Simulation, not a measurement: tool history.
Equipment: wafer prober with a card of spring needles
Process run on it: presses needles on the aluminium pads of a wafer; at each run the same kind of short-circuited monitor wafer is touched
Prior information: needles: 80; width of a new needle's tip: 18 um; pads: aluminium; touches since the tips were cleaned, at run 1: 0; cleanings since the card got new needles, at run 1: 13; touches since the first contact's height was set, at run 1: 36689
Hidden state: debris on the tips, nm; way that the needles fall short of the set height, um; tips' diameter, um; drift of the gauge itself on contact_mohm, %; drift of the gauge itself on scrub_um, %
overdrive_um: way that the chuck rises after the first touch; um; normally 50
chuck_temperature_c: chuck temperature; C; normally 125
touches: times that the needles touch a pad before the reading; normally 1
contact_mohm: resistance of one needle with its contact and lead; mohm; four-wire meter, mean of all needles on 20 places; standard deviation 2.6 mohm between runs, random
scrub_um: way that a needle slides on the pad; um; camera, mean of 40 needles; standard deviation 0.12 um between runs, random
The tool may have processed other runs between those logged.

run    day  overdrive_um  chuck_temperature_c  touches  touches since the tips were cleaned  cleanings since the card got new needles  touches since the first contact's height was set  contact_mohm  scrub_um
  1      0            50                  125        1                                    0                                        13                                             36689           301     12.02
  2  0.233            50                  125        3                                 1639                                        13                                             38328           343     11.89
     0.383  -- tips cleaned on abrasive film
  3  0.533            50                   26        1                                 1060                                        14                                             40416           526     11.95
      0.75  -- tips cleaned on abrasive film
  4  0.879            50                  125        1                                  888                                        15                                             42793           387     11.81
     1.121  -- tips cleaned on abrasive film
  5  1.154            50                  125        1                                  235                                        16                                             44700           327     11.96
  6  1.375            50                  116        1                                 1805                                        16                                             46270           427     11.65
     1.496  -- tips cleaned on abrasive film
     1.562  -- tips cleaned on abrasive film, once more
  7  1.562            50                  116        1                                    0                                        18                                             47521           299     11.84
  8  1.896            50                  116        1                                 2325                                        18                                             49846           455     11.79
     1.929  -- tips cleaned on abrasive film
  9    2.2            41                  125        1                                 1895                                        19                                             51955           502      9.52
     2.296  -- tips cleaned on abrasive film
 10  2.458            41                  125        1                                 1138                                        20                                             53748           451       9.6
     2.671  -- tips cleaned on abrasive film
 11   2.85            41                  125        1                                 1262                                        21                                             56464           477      9.73
     3.054  -- tips cleaned on abrasive film
 12  3.121            63                  125        1                                  458                                        22                                             58330           328     15.03
     3.429  -- tips cleaned on abrasive film
 13  3.492            50                  125        2                                  412                                        23                                             60904           326     11.87
       3.8  -- tips cleaned on abrasive film
 14  3.854            66                  125        1                                  377                                        24                                             63426           317     15.69
     4.179  -- tips cleaned on abrasive film
 15  4.179            66                  125        1                                    0                                        25                                             65692           302      15.6
     4.554  -- tips cleaned on abrasive film
 16  4.579            68                   60        1                                  156                                        26                                             68454           293     15.83
     4.942  -- tips cleaned on abrasive film
 17  4.946            49                   43        2                                   23                                        27                                             71000           286     11.41
 18  5.133            49                   43        2                                 1367                                        27                                             72344           360     11.36
     5.312  -- tips cleaned on abrasive film
 19  5.321            49                   43        2                                   77                                        28                                             73629           290     11.39
 20  5.625            44                   76        2                                 2205                                        28                                             75757           418     10.23
     5.692  -- tips cleaned on abrasive film
 21  5.933            31                  104        2                                 1698                                        29                                             77903           521      7.07
     6.071  -- tips cleaned on abrasive film
 22  6.225            54                   43        1                                 1084                                        30                                             79920           365     12.58
     6.438  -- tips cleaned on abrasive film
 23    6.6            33                   46        2                                 1142                                        31                                             82525           448      7.48
 24  6.779            45                   46        1                                 2384                                        31                                             83767           526     10.57
     6.808  -- tips cleaned on abrasive film
     7.183  -- tips cleaned on abrasive film
 25  7.183            45                   46        1                                    0                                        33                                             86537           303     10.31

Each row is a separate what-if for the run after 25, all from the same tool condition, not one after another. Results?
  A  7.521            40                   46        1                                 2389                                        33                                             88926             ?         ?
  B  7.521            56                   59        2                                 2389                                        33                                             88926             ?         ?
  C  7.521            61                   45        1                                 2389                                        33                                             88926             ?         ?
  D  7.521            49                   28        3                                 2389                                        33                                             88926             ?         ?

run  contact_mohm  scrub_um
  A           606      9.19
  B           375     13.09
  C           409      14.5
  D           354     11.35
With no hidden state in the tool, these same runs would have given:
run  contact_mohm  scrub_um
  A           278       9.8
  B           276     13.71
  C           268     15.12
  D           272     11.97
